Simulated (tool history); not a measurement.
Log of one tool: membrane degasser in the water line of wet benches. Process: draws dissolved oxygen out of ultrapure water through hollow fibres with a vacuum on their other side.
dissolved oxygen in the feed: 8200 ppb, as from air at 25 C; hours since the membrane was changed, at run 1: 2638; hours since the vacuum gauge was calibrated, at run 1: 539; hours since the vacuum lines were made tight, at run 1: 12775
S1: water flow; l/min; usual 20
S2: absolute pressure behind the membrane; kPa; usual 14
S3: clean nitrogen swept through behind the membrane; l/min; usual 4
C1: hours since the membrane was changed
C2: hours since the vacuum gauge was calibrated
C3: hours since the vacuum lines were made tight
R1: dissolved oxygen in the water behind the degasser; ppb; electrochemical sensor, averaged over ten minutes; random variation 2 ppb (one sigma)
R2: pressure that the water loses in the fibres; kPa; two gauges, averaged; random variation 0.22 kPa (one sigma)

run     day  S1    S2     S3    C1    C2     C3     R1     R2
  1       0  20    14      4  2638   539  12775  194.2  53.76
  2   2.088  20    14   3.11  2688   589  12825  232.2  53.78
  3   5.579  20    14   3.11  2772   673  12909  230.5  53.87
  4   7.929  20    14   3.11  2828   729  12965  230.2  54.08
  5   9.842  20    14   3.11  2874   775  13011  229.4  53.77
  6  11.662  14    14      4  2918   819  13055  110.2  37.74
  7  14.933  14    14      4  2996   897  13133  112.5  37.55
  8  17.371  14    14      4  3055   956  13192  109.2  37.36
  9  21.208  20    14      4  3147  1048  13284  197.2  53.85
     21.512  -- seals of the vacuum lines changed
 10  25.288  20    14      4  3242  1144     91  199.3  53.75
 11   27.85  20    14      4  3304  1205    152  196.8  53.84
 12  30.425  20    14      4  3366  1267    214  195.3  53.89
 13  34.571  20  15.2      4  3465  1367    313  209.1  53.78
 14  36.562  20  15.2      4  3513  1414    361  211.3   53.6
 15  40.179  20  15.2      4  3600  1501    448  208.4   53.8
 16    43.3  20  15.2      4  3675  1576    523  213.3  53.53
 17  46.138  20  15.2      4  3743  1644    591  211.7  53.73
 18  49.954  20  22.7   2.94  3835  1736    683  372.9   54.2
 19  53.262  20  22.7   2.94  3914  1815    762  376.8  54.01
 20  57.554  14  11.1   8.83  4017  1918    865   48.2  37.99
 21  60.862  16    14    3.3  4096  1998    944  155.3   42.8
 22  63.162  16    14    3.3  4152  2053   1000    155  43.32
 23  65.992  16    14    3.3  4219  2121   1067  158.5  43.19
 24  68.279  14   9.5   2.17  4274  2176   1122  116.2  37.77
 25  70.908  14   9.5   2.17  4337  2239   1185  114.5  38.04
 26  74.512  14   9.5   2.17  4424  2325   1272  113.5  37.87
 27  78.075  14  33.4   2.26  4509  2411   1357  456.1  37.56
 28  81.954  24    14      4  4602  2504   1451  273.7  64.64
 29  84.304  24  19.1  10.47  4659  2560   1507  210.7  64.89
 30  86.992  24  19.1  10.47  4723  2625   1571  211.7  64.71
 31    91.4  25  15.3   3.14  4829  2731   1677  361.4  67.82
 32  94.317  25  15.3   3.14  4899  2801   1747  360.5  67.94
 33  97.779  25  15.3   3.14  4982  2884   1830  357.1  67.25

The same runs without the tool's hidden state, with the same run-to-run variation:
The hidden state here: membrane still open, %; true pressure behind the membrane over the reading, kPa; air that leaks in behind the membrane, l/min; drift of the gauge itself on oxygen_ppb, %; drift of the gauge itself on loss_of_pressure_kpa, %.
run     R1     R2
  1  190.7  53.43
  2  228.2  53.44
  3  226.4  53.52
  4  226.1  53.72
  5  225.1  53.41
  6  107.7  37.48
  7  109.9  37.28
  8  106.6  37.09
  9    193  53.45
 10  196.1  53.33
 11  193.5  53.42
 12    192  53.45
 13  205.6  53.34
 14  207.7  53.15
 15  204.8  53.34
 16  209.5  53.05
 17  207.8  53.24
 18  368.4  53.71
 19  372.1   53.5
 20   46.7  37.62
 21  152.4  42.38
 22    152  42.88
 23  155.4  42.75
 24  113.4  37.38
 25  111.7  37.64
 26  110.6  37.46
 27  451.8  37.15
 28  266.4  63.92
 29  204.3  64.16
 30  205.1  63.97
 31  352.5  67.03
 32  351.4  67.13
 33  347.9  66.43
